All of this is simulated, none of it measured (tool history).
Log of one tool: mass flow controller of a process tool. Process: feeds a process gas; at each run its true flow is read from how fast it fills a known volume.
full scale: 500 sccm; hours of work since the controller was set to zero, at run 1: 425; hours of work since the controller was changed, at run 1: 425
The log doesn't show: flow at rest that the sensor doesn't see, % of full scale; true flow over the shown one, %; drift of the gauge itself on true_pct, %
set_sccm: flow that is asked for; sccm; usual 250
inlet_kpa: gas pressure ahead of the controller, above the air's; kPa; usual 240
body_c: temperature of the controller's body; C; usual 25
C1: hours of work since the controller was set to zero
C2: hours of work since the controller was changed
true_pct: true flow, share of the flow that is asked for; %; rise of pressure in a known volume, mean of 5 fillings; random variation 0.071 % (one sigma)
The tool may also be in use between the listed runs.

run 1 hour=0.0 | set_sccm=250 inlet_kpa=240 body_c=25 | C1=425 C2=425 | true_pct=99.65
run 2 hour=83.7 | set_sccm=250 inlet_kpa=147 body_c=25 | C1=456 C2=456 | true_pct=99.80
run 3 hour=126.9 | set_sccm=250 inlet_kpa=240 body_c=30 | C1=472 C2=472 | true_pct=99.22
run 4 hour=168.8 | set_sccm=250 inlet_kpa=244 body_c=30 | C1=487 C2=487 | true_pct=99.23
run 5 hour=229.1 | set_sccm=250 inlet_kpa=240 body_c=40 | C1=510 C2=510 | true_pct=98.19
run 6 hour=283.9 | set_sccm=250 inlet_kpa=240 body_c=40 | C1=530 C2=530 | true_pct=98.13
run 7 hour=329.9 | set_sccm=250 inlet_kpa=240 body_c=25 | C1=547 C2=547 | true_pct=99.66
run 8 hour=375.5 | set_sccm=250 inlet_kpa=240 body_c=25 | C1=564 C2=564 | true_pct=99.79
run 9 hour=411.1 | set_sccm=250 inlet_kpa=240 body_c=25 | C1=577 C2=577 | true_pct=99.65
run 10 hour=472.3 | set_sccm=250 inlet_kpa=229 body_c=25 | C1=599 C2=599 | true_pct=99.84
run 11 hour=539.2 | set_sccm=250 inlet_kpa=240 body_c=40 | C1=624 C2=624 | true_pct=98.09
run 12 hour=609.1 | set_sccm=250 inlet_kpa=240 body_c=40 | C1=650 C2=650 | true_pct=98.13
run 13 hour=650.6 | set_sccm=250 inlet_kpa=240 body_c=40 | C1=665 C2=665 | true_pct=98.08
run 14 hour=717.6 | set_sccm=250 inlet_kpa=240 body_c=25 | C1=690 C2=690 | true_pct=99.91
run 15 hour=783.1 | set_sccm=250 inlet_kpa=240 body_c=25 | C1=714 C2=714 | true_pct=99.80
run 16 hour=824.0 | set_sccm=250 inlet_kpa=240 body_c=25 | C1=729 C2=729 | true_pct=99.71
run 17 hour=902.4 | set_sccm=250 inlet_kpa=240 body_c=25 | C1=758 C2=758 | true_pct=99.84
run 18 hour=976.5 | set_sccm=250 inlet_kpa=240 body_c=25 | C1=785 C2=785 | true_pct=99.77
run 19 hour=1030.0 | set_sccm=250 inlet_kpa=240 body_c=25 | C1=805 C2=805 | true_pct=99.72
run 20 hour=1084.9 | set_sccm=250 inlet_kpa=240 body_c=25 | C1=825 C2=825 | true_pct=99.74
run 21 hour=1146.8 | set_sccm=250 inlet_kpa=240 body_c=25 | C1=848 C2=848 | true_pct=99.76
run 22 hour=1200.1 | set_sccm=94 inlet_kpa=240 body_c=25 | C1=868 C2=868 | true_pct=100.17
run 23 hour=1259.1 | set_sccm=94 inlet_kpa=240 body_c=25 | C1=890 C2=890 | true_pct=100.02
run 24 hour=1342.5 | set_sccm=250 inlet_kpa=240 body_c=25 | C1=920 C2=920 | true_pct=99.72
run 25 hour=1386.9 | set_sccm=250 inlet_kpa=240 body_c=25 | C1=937 C2=937 | true_pct=99.80
run 26 hour=1422.6 | set_sccm=250 inlet_kpa=204 body_c=27 | C1=950 C2=950 | true_pct=99.64
run 27 hour=1496.0 | set_sccm=287 inlet_kpa=240 body_c=33 | C1=977 C2=977 | true_pct=99.04
run 28 hour=1549.8 | set_sccm=337 inlet_kpa=240 body_c=23 | C1=997 C2=997 | true_pct=100.01
run 29 hour=1596.2 | set_sccm=337 inlet_kpa=240 body_c=23 | C1=1014 C2=1014 | true_pct=100.06
run 30 hour=1632.0 | set_sccm=133 inlet_kpa=240 body_c=34 | C1=1027 C2=1027 | true_pct=98.91
run 31 hour=1687.5 | set_sccm=411 inlet_kpa=143 body_c=27 | C1=1048 C2=1048 | true_pct=99.90
run 32 hour=1735.0 | set_sccm=250 inlet_kpa=239 body_c=25 | C1=1065 C2=1065 | true_pct=99.89
run 33 hour=1778.8 | set_sccm=250 inlet_kpa=239 body_c=25 | C1=1081 C2=1081 | true_pct=99.90
run 34 hour=1853.1 | set_sccm=386 inlet_kpa=199 body_c=25 | C1=1109 C2=1109 | true_pct=99.97
run 35 hour=1898.8 | set_sccm=237 inlet_kpa=199 body_c=30 | C1=1126 C2=1126 | true_pct=99.39
run 36 hour=1941.8 | set_sccm=237 inlet_kpa=199 body_c=30 | C1=1141 C2=1141 | true_pct=99.44
run 37 hour=2006.4 | set_sccm=237 inlet_kpa=199 body_c=30 | C1=1165 C2=1165 | true_pct=99.44
run 38 hour=2080.0 | set_sccm=237 inlet_kpa=199 body_c=30 | C1=1192 C2=1192 | true_pct=99.43
run 39 hour=2129.7 | set_sccm=237 inlet_kpa=199 body_c=30 | C1=1211 C2=1211 | true_pct=99.29
run 40 hour=2194.3 | set_sccm=237 inlet_kpa=199 body_c=30 | C1=1235 C2=1235 | true_pct=99.35
run 41 hour=2237.2 | set_sccm=250 inlet_kpa=245 body_c=29 | C1=1250 C2=1250 | true_pct=99.51
run 42 hour=2311.3 | set_sccm=250 inlet_kpa=240 body_c=21 | C1=1278 C2=1278 | true_pct=100.35
run 43 hour=2348.3 | set_sccm=250 inlet_kpa=240 body_c=21 | C1=1291 C2=1291 | true_pct=100.35
run 44 hour=2409.9 | set_sccm=250 inlet_kpa=161 body_c=23 | C1=1314 C2=1314 | true_pct=100.12
run 45 hour=2464.6 | set_sccm=250 inlet_kpa=161 body_c=23 | C1=1334 C2=1334 | true_pct=100.27
run 46 hour=2527.8 | set_sccm=466 inlet_kpa=202 body_c=25 | C1=1358 C2=1358 | true_pct=100.15
run 47 hour=2584.4 | set_sccm=466 inlet_kpa=279 body_c=25 | C1=1379 C2=1379 | true_pct=99.94
run 48 hour=2662.4 | set_sccm=466 inlet_kpa=279 body_c=25 | C1=1407 C2=1407 | true_pct=99.98

Hidden state or all else? Some run-to-run changes of true_pct, split into what the settings, what came in and random variation would give without the hidden state, and what is left for the hidden state (with any gauge scatter that isn't in both results):
Run 6 -> 7: body_c 40 -> 25. true_pct +1.53 %: hidden state -0.01, all else +1.54.
Run 10 -> 11: inlet_kpa 229 -> 240, body_c 25 -> 40. true_pct -1.75 %: hidden state +0.00, all else -1.75.
Run 13 -> 14: body_c 40 -> 25. true_pct +1.83 %: hidden state +0.00, all else +1.83.
Run 21 -> 22: set_sccm 250 -> 94. true_pct +0.41 %: hidden state +0.54, all else -0.13.
Run 23 -> 24: set_sccm 94 -> 250. true_pct -0.30 %: hidden state -0.55, all else +0.25.
Run 30 -> 31: set_sccm 133 -> 411, inlet_kpa 240 -> 143, body_c 34 -> 27. true_pct +0.99 %: hidden state -0.47, all else +1.46.
